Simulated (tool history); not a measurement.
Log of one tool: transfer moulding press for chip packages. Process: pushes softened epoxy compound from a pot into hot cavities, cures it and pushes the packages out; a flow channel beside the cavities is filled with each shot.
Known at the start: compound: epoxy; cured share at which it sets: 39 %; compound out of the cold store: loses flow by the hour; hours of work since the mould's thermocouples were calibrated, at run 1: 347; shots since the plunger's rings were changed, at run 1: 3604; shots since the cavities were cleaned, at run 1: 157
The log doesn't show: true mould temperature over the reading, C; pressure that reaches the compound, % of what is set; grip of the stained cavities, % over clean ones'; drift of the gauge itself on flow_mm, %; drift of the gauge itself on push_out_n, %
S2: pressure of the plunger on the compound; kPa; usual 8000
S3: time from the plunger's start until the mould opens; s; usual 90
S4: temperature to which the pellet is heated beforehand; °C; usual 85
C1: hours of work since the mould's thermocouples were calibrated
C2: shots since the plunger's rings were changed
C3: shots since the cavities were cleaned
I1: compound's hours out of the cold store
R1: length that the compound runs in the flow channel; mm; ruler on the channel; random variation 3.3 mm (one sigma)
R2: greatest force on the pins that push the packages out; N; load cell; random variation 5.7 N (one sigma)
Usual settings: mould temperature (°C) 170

run 1 hour=0 | mould_temperature_(°C)=170 S2=8000 S3=90 S4=85 | C1=347 C2=3604 C3=157 | I1=44.1 | R1=755 R2=223
run 2 hour=11.3 | mould_temperature_(°C)=175 S2=8000 S3=90 S4=85 | C1=353 C2=3740 C3=293 | I1=22.5 | R1=810 R2=236
run 3 hour=22.5 | mould_temperature_(°C)=175 S2=8000 S3=90 S4=85 | C1=360 C2=3875 C3=428 | I1=19.3 | R1=816 R2=256
-- hour=28 cavities cleaned with cleaning compound and waxed
run 4 hour=37.9 | mould_temperature_(°C)=175 S2=8000 S3=90 S4=85 | C1=367 C2=4044 C3=120 | I1=17 | R1=825 R2=197
run 5 hour=53.3 | mould_temperature_(°C)=175 S2=8000 S3=90 S4=85 | C1=376 C2=4229 C3=305 | I1=12.8 | R1=844 R2=236
run 6 hour=61.3 | mould_temperature_(°C)=175 S2=8000 S3=90 S4=85 | C1=380 C2=4326 C3=402 | I1=10.1 | R1=854 R2=247
-- hour=66.9 plunger's sealing rings changed
-- hour=72.1 cavities cleaned with cleaning compound and waxed
run 7 hour=79.3 | mould_temperature_(°C)=175 S2=8000 S3=90 S4=85 | C1=388 C2=132 C3=87 | I1=42 | R1=762 R2=205
run 8 hour=90.7 | mould_temperature_(°C)=170 S2=8000 S3=76 S4=85 | C1=394 C2=270 C3=225 | I1=35.1 | R1=796 R2=348
run 9 hour=106.2 | mould_temperature_(°C)=170 S2=8000 S3=76 S4=85 | C1=403 C2=457 C3=412 | I1=31.5 | R1=810 R2=395
-- hour=113.5 cavities cleaned with cleaning compound and waxed
run 10 hour=121.9 | mould_temperature_(°C)=170 S2=8000 S3=90 S4=85 | C1=411 C2=628 C3=101 | I1=12.7 | R1=880 R2=223
run 11 hour=134.4 | mould_temperature_(°C)=170 S2=8000 S3=90 S4=85 | C1=418 C2=780 C3=253 | I1=40.8 | R1=780 R2=265
run 12 hour=148.7 | mould_temperature_(°C)=170 S2=8000 S3=90 S4=85 | C1=426 C2=953 C3=426 | I1=21.3 | R1=849 R2=294
-- hour=155.3 cavities cleaned with cleaning compound and waxed
run 13 hour=156.9 | mould_temperature_(°C)=175 S2=8000 S3=90 S4=85 | C1=430 C2=1033 C3=19 | I1=45.1 | R1=755 R2=172
run 14 hour=172.8 | mould_temperature_(°C)=175 S2=8000 S3=90 S4=85 | C1=438 C2=1226 C3=212 | I1=37.7 | R1=772 R2=221
run 15 hour=184.3 | mould_temperature_(°C)=169 S2=8840 S3=74 S4=82 | C1=445 C2=1365 C3=351 | I1=31.4 | R1=856 R2=431

The next listed run, before its measurement:
-- hour=196.6 cavities cleaned with cleaning compound and waxed
run 16 hour=198.6 | mould_temperature_(°C)=170 S2=8390 S3=90 S4=85 | C1=452 C2=1519 C3=24 | I1=9.4 | R1=? R2=?

{"run 16": {"R1": 906, "R2": 222}}
Without the tool's hidden state the same run would have given R1 920 mm, R2 219 N.

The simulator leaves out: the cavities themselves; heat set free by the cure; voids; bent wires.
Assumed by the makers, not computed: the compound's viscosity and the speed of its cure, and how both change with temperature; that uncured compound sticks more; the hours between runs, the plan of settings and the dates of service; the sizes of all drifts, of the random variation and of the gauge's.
